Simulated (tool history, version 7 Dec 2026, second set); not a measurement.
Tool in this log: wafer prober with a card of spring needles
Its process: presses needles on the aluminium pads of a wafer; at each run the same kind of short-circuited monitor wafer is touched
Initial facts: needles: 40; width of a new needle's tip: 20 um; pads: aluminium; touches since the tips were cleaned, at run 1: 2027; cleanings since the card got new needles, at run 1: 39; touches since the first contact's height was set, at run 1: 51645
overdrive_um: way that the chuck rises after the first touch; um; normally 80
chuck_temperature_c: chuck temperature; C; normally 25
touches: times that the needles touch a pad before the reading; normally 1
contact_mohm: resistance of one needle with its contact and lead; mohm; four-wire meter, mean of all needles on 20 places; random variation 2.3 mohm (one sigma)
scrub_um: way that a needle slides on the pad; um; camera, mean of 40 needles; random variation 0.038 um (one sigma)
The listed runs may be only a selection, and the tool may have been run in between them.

run,hour,overdrive_um,chuck_temperature_c,touches,touches since the tips were cleaned,cleanings since the card got new needles,touches since the first contact's height was set,contact_mohm,scrub_um
1,0.0,80,25,1,2027,39,51645,262,18.29
# hour 8.5: tips cleaned on abrasive film
# hour 22.5: tips cleaned on abrasive film
2,30.2,80,25,1,3364,41,64706,256,18.21
# hour 37.6: tips cleaned on abrasive film
3,50.2,80,25,1,5466,42,73346,255,18.22
# hour 52.3: tips cleaned on abrasive film
# hour 65.7: tips cleaned on abrasive film
4,67.9,67,25,1,943,44,80956,261,15.23
# hour 80.5: tips cleaned on abrasive film
# hour 93.8: tips cleaned on abrasive film
5,97.7,67,25,1,1701,46,93830,263,15.24
# hour 108.9: tips cleaned on abrasive film
6,119.0,80,25,1,4400,47,103067,262,18.16
# hour 123.3: tips cleaned on abrasive film
# hour 136.9: tips cleaned on abrasive film
7,137.2,80,25,1,117,49,110886,256,18.16
# hour 150.8: tips cleaned on abrasive film
# hour 164.9: tips cleaned on abrasive film
8,167.6,94,25,1,1149,51,124004,257,21.38
# hour 179.4: tips cleaned on abrasive film
9,186.6,94,25,1,3130,52,132253,258,21.30
# hour 194.9: tips cleaned on abrasive film
# hour 208.7: tips cleaned on abrasive film
10,213.4,94,25,1,2066,54,143809,257,21.30
# hour 223.1: tips cleaned on abrasive film
11,233.9,94,25,1,4681,55,152663,260,21.29
# hour 236.7: tips cleaned on abrasive film
12,247.7,94,25,1,4781,56,158622,258,21.40
# hour 251.3: tips cleaned on abrasive film
# hour 266.0: tips cleaned on abrasive film
13,266.0,80,55,1,22,58,166527,274,18.09
# hour 280.3: tips cleaned on abrasive film
14,285.2,96,25,2,2110,59,174812,254,21.72
# hour 295.1: tips cleaned on abrasive film
# hour 309.5: tips cleaned on abrasive film
15,311.0,80,30,2,619,61,185937,256,18.10
# hour 324.3: tips cleaned on abrasive film
16,330.9,80,32,2,2882,62,194569,262,18.13
# hour 339.4: tips cleaned on abrasive film
17,344.1,80,32,2,2040,63,200244,262,18.16

Expected results for the next run?
# hour 352.8: tips cleaned on abrasive film
# hour 357.1: height of the first contact set anew
18,357.1,69,60,2,1748,64,0,?,?

contact_mohm: 270 mohm
scrub_um: 15.62 um
With no hidden state in the tool, this same run would have given contact_mohm 270 mohm, scrub_um 15.73 um.

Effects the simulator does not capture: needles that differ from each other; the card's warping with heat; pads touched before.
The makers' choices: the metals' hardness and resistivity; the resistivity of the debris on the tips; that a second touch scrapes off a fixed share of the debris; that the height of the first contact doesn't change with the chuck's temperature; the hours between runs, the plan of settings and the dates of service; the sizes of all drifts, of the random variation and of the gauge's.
